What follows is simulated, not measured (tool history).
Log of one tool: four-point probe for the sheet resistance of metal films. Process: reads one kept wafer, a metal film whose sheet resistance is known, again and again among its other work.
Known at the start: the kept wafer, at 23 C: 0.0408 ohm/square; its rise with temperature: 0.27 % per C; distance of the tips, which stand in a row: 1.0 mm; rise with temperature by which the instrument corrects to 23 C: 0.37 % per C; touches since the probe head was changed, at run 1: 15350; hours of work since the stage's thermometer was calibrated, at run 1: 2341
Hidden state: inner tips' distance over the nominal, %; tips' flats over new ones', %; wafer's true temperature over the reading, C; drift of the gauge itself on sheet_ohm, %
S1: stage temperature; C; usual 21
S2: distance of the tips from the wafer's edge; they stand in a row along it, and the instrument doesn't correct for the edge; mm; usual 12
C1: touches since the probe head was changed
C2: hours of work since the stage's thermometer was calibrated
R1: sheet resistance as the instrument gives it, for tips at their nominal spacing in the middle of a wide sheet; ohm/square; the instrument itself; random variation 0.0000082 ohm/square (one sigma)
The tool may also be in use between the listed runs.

run 1 day=0.000 | S1=21 S2=12 | C1=15350 C2=2341 | R1=0.040968
run 2 day=0.792 | S1=21 S2=12 | C1=15702 C2=2353 | R1=0.040964
run 3 day=1.504 | S1=21 S2=12 | C1=16018 C2=2363 | R1=0.040964
run 4 day=2.288 | S1=21 S2=12 | C1=16366 C2=2375 | R1=0.040964
run 5 day=2.983 | S1=21 S2=12 | C1=16675 C2=2386 | R1=0.040963
run 6 day=3.483 | S1=21 S2=8 | C1=16898 C2=2394 | R1=0.041142
run 7 day=4.238 | S1=30 S2=12 | C1=17234 C2=2405 | R1=0.040588
run 8 day=4.625 | S1=30 S2=12 | C1=17406 C2=2411 | R1=0.040612
run 9 day=5.446 | S1=30 S2=6 | C1=17770 C2=2424 | R1=0.041028
run 10 day=5.892 | S1=30 S2=50 | C1=17969 C2=2430 | R1=0.040452
run 11 day=6.746 | S1=27 S2=12 | C1=18349 C2=2443 | R1=0.040710
-- day=6.838 stage's thermometer calibrated
run 12 day=7.350 | S1=27 S2=12 | C1=18607 C2=8 | R1=0.040703
run 13 day=7.929 | S1=27 S2=12 | C1=18865 C2=17 | R1=0.040741
run 14 day=8.300 | S1=27 S2=12 | C1=19029 C2=22 | R1=0.040724
run 15 day=9.162 | S1=21 S2=12 | C1=19412 C2=35 | R1=0.040964
run 16 day=9.567 | S1=21 S2=12 | C1=19593 C2=42 | R1=0.040951
run 17 day=10.250 | S1=21 S2=12 | C1=19896 C2=52 | R1=0.040958
run 18 day=10.950 | S1=21 S2=12 | C1=20208 C2=63 | R1=0.040949
-- day=11.012 stage's thermometer calibrated, once more
run 19 day=11.492 | S1=21 S2=6 | C1=20439 C2=7 | R1=0.041306
run 20 day=12.242 | S1=35 S2=12 | C1=20772 C2=19 | R1=0.040333
run 21 day=12.942 | S1=35 S2=12 | C1=21083 C2=29 | R1=0.040325
run 22 day=13.712 | S1=20 S2=51 | C1=21425 C2=41 | R1=0.040769
run 23 day=14.100 | S1=20 S2=51 | C1=21598 C2=47 | R1=0.040770
run 24 day=14.671 | S1=30 S2=3 | C1=21853 C2=56 | R1=0.042638
run 25 day=15.029 | S1=24 S2=5 | C1=22012 C2=61 | R1=0.041446
run 26 day=15.471 | S1=21 S2=3 | C1=22208 C2=68 | R1=0.043001
run 27 day=16.200 | S1=34 S2=12 | C1=22531 C2=79 | R1=0.040361
run 28 day=16.862 | S1=34 S2=12 | C1=22825 C2=89 | R1=0.040357
run 29 day=17.462 | S1=34 S2=12 | C1=23093 C2=98 | R1=0.040358
run 30 day=18.317 | S1=32 S2=29 | C1=23472 C2=111 | R1=0.040300
run 31 day=18.733 | S1=32 S2=29 | C1=23657 C2=118 | R1=0.040289
run 32 day=19.238 | S1=18 S2=29 | C1=23882 C2=125 | R1=0.040839
run 33 day=19.883 | S1=18 S2=31 | C1=24168 C2=135 | R1=0.040863
run 34 day=20.592 | S1=18 S2=31 | C1=24485 C2=146 | R1=0.040852
run 35 day=21.333 | S1=20 S2=59 | C1=24813 C2=157 | R1=0.040740
run 36 day=21.721 | S1=26 S2=31 | C1=24985 C2=163 | R1=0.040542
run 37 day=22.104 | S1=28 S2=9 | C1=25156 C2=169 | R1=0.040721
run 38 day=22.879 | S1=25 S2=3 | C1=25501 C2=181 | R1=0.042814
run 39 day=23.238 | S1=25 S2=3 | C1=25659 C2=186 | R1=0.042825
run 40 day=23.633 | S1=25 S2=3 | C1=25835 C2=192 | R1=0.042822
run 41 day=24.321 | S1=22 S2=17 | C1=26142 C2=203 | R1=0.040753
run 42 day=24.767 | S1=22 S2=17 | C1=26340 C2=210 | R1=0.040734

Measured less the same run without the tool's hidden state. The same run-to-run variation is in both; the gauge's scatter may not be:
run=1 R1=-0.000069
run=2 R1=-0.000070
run=3 R1=-0.000071
run=4 R1=-0.000072
run=5 R1=-0.000074
run=6 R1=-0.000075
run=7 R1=-0.000077
run=8 R1=-0.000077
run=9 R1=-0.000079
run=10 R1=-0.000079
run=11 R1=-0.000080
run=12 R1=-0.000073
run=13 R1=-0.000074
run=14 R1=-0.000075
run=15 R1=-0.000075
run=16 R1=-0.000076
run=17 R1=-0.000077
run=18 R1=-0.000078
run=19 R1=-0.000164
run=20 R1=-0.000162
run=21 R1=-0.000163
run=22 R1=-0.000165
run=23 R1=-0.000166
run=24 R1=-0.000174
run=25 R1=-0.000170
run=26 R1=-0.000177
run=27 R1=-0.000168
run=28 R1=-0.000169
run=29 R1=-0.000170
run=30 R1=-0.000172
run=31 R1=-0.000172
run=32 R1=-0.000175
run=33 R1=-0.000176
run=34 R1=-0.000177
run=35 R1=-0.000178
run=36 R1=-0.000178
run=37 R1=-0.000179
run=38 R1=-0.000189
run=39 R1=-0.000190
run=40 R1=-0.000191
run=41 R1=-0.000183
run=42 R1=-0.000184
